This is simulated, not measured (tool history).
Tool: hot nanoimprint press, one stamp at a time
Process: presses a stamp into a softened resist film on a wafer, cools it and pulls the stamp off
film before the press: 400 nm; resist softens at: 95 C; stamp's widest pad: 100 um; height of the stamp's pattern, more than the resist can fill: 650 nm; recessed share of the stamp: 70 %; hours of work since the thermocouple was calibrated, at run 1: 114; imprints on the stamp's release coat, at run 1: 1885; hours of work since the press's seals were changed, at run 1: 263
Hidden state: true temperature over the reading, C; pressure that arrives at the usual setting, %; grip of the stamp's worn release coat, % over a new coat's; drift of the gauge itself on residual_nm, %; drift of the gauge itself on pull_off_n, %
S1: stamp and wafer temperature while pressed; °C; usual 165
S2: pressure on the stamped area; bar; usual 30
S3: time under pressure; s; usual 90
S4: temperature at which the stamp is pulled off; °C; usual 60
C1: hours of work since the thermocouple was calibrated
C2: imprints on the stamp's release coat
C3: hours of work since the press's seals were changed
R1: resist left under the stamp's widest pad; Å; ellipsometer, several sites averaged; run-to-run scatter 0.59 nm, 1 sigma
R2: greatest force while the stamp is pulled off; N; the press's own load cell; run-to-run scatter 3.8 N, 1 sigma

| run | hour | S1 | S2 | S3 | S4 | C1 | C2 | C3 | R1 | R2 |
|---|---|---|---|---|---|---|---|---|---|---|
| 1 | 0 | 165 | 30 | 90 | 60 | 114 | 1885 | 263 | 2029 | 186 |
| 2 | 17.4 | 159 | 30 | 90 | 60 | 121 | 1923 | 270 | 2602 | 197 |
| 3 | 30.5 | 159 | 30 | 90 | 60 | 127 | 1951 | 275 | 2612 | 190 |
| 4 | 48.2 | 159 | 30 | 90 | 60 | 134 | 1990 | 283 | 2606 | 176 |
| 5 | 67.3 | 159 | 30 | 90 | 60 | 142 | 2032 | 291 | 2608 | 189 |
| 6 | 77.6 | 157 | 30 | 90 | 60 | 147 | 2054 | 295 | 2795 | 187 |
| 7 | 95.9 | 157 | 20.6 | 90 | 60 | 154 | 2095 | 303 | 3071 | 184 |
| 8 | 115.5 | 157 | 20.6 | 90 | 60 | 162 | 2137 | 311 | 3064 | 191 |
| 9 | 129.1 | 157 | 20.6 | 90 | 60 | 168 | 2167 | 317 | 3092 | 187 |
| 10 | 144.6 | 165 | 39.4 | 90 | 60 | 175 | 2201 | 323 | 1818 | 189 |
| 11 | 167.3 | 165 | 39.4 | 90 | 60 | 184 | 2251 | 333 | 1819 | 188 |
| 12 | 186.5 | 165 | 39.4 | 90 | 47 | 192 | 2293 | 341 | 1810 | 224 |
| 13 | 202.5 | 165 | 39.4 | 90 | 47 | 199 | 2328 | 347 | 1819 | 220 |
| 14 | 221.9 | 165 | 30 | 90 | 56 | 207 | 2370 | 356 | 2034 | 201 |
| 15 | 242.7 | 165 | 30 | 90 | 56 | 216 | 2416 | 364 | 2025 | 199 |
|  | 250.5 | stamp cleaned and given a new release coat |
| 16 | 270.1 | 165 | 30 | 90 | 56 | 225 | 43 | 373 | 2024 | 200 |
| 17 | 288.9 | 165 | 30 | 90 | 56 | 233 | 84 | 381 | 2028 | 204 |
| 18 | 300.7 | 176 | 29.7 | 90 | 60 | 238 | 110 | 386 | 1209 | 182 |
| 19 | 324.7 | 176 | 29.7 | 90 | 60 | 248 | 162 | 396 | 1220 | 184 |
| 20 | 344.3 | 176 | 29.7 | 90 | 60 | 256 | 205 | 404 | 1214 | 190 |
| 21 | 361.1 | 176 | 41 | 154 | 66 | 263 | 242 | 411 | 807 | 174 |
| 22 | 376.3 | 169 | 18.9 | 132 | 48 | 269 | 275 | 418 | 1765 | 219 |
| 23 | 395.5 | 169 | 21.3 | 132 | 57 | 277 | 317 | 426 | 1683 | 197 |
| 24 | 415.7 | 169 | 21.3 | 132 | 57 | 286 | 361 | 434 | 1684 | 192 |
|  | 428.1 | plate thermocouple calibrated |
| 25 | 435.6 | 166 | 19.7 | 90 | 60 | 3 | 398 | 441 | 2280 | 183 |
| 26 | 458.8 | 165 | 30 | 126 | 64 | 13 | 449 | 451 | 1789 | 180 |
| 27 | 469.8 | 162 | 22.3 | 103 | 66 | 18 | 473 | 456 | 2451 | 169 |
| 28 | 488.1 | 162 | 22.3 | 103 | 66 | 25 | 513 | 463 | 2449 | 179 |
| 29 | 502.1 | 165 | 30.1 | 81 | 60 | 31 | 544 | 469 | 2104 | 184 |
| 30 | 514.7 | 165 | 30.1 | 81 | 60 | 36 | 572 | 475 | 2112 | 188 |

Take each entry between the runs: how does the hidden state at the last listed run before it differ from the hidden state at the first listed run after it?
After run 15, before run 16: stamp cleaned and given a new release coat (hour 250.5)
  grip of the stamp's worn release coat, % over a new coat's: 1.4 -> 0
After run 24, before run 25: plate thermocouple calibrated (hour 428.1)
  true temperature over the reading, C: -0.01 -> 0

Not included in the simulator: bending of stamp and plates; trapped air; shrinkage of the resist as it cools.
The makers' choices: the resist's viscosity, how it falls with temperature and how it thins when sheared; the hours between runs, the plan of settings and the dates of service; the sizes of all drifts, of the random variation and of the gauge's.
